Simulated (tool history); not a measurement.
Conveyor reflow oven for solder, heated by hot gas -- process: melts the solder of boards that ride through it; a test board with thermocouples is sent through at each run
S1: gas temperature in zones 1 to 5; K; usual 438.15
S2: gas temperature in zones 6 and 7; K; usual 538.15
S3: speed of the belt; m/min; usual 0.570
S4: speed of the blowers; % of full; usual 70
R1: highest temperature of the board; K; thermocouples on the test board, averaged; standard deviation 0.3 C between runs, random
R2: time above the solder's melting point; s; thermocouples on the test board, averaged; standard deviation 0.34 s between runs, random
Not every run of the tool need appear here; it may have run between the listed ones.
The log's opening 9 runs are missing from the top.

run   hour      S1      S2     S3  S4      R1    R2
 10  255.5  441.15  538.15  0.570  70  519.85  55.8
 11  281.4  438.15  538.15  0.570  70  519.15  54.0
     288.7  -- belt drive overhauled, speed set with a stopwatch
 12  311.8  438.15  538.15  0.570  70  519.25  53.7
 13  340.5  438.15  538.15  0.570  70  518.75  53.2
     354.9  -- belt drive overhauled, speed set with a stopwatch, once more
 14  380.0  438.15  527.15  0.570  70  509.85  42.5
 15  415.9  438.15  538.15  0.505  70  522.25  64.9
 16  448.0  438.15  535.15  0.505  70  519.25  62.3
 17  487.8  438.15  535.15  0.505  70  519.55  62.4
     508.8  -- flux residue cleaned out of gas plates and filters
 18  520.0  450.15  539.15  0.570  70  522.25  62.2
 19  544.1  440.15  537.15  0.666  87  517.55  45.2
 20  583.2  448.15  538.15  0.570  70  521.65  59.4
 21  617.6  438.15  534.15  0.570  73  516.45  51.3
 22  658.3  438.15  528.15  0.570  70  510.85  45.4
 23  692.9  438.15  538.15  0.570  70  519.25  53.2
 24  714.1  437.15  551.15  0.506  89  537.15  77.4
 25  738.1  425.15  526.15  0.529  90  511.85  48.6
 26  768.1  425.15  549.15  0.463  63  532.25  74.8
 27  808.7  438.15  543.15  0.570  52  517.45  50.5
 28  825.7  438.15  532.15  0.570  70  513.75  47.3
 29  853.9  438.15  538.15  0.675  70  511.15  36.8
 30  893.5  441.15  538.15  0.570  70  519.15  53.7

Forecast each of these 4 alternatives for the next run:
  A  932.5  438.15  538.15  0.570  76   ?   ?
  B  932.5  438.15  550.15  0.570  81   ?   ?
  C  932.5  429.15  538.15  0.570  52   ?   ?
  D  932.5  431.15  538.15  0.570  53   ?   ?

run      R1    R2
  A  519.05  53.8
  B  530.05  63.2
  C  511.05  39.3
  D  511.85  41.1
The same runs, with their run-to-run variation unchanged, on a tool lacking any hidden condition would have given:
run      R1    R2
  A  521.85  56.9
  B  533.15  65.5
  C  513.85  43.0
  D  514.65  44.8

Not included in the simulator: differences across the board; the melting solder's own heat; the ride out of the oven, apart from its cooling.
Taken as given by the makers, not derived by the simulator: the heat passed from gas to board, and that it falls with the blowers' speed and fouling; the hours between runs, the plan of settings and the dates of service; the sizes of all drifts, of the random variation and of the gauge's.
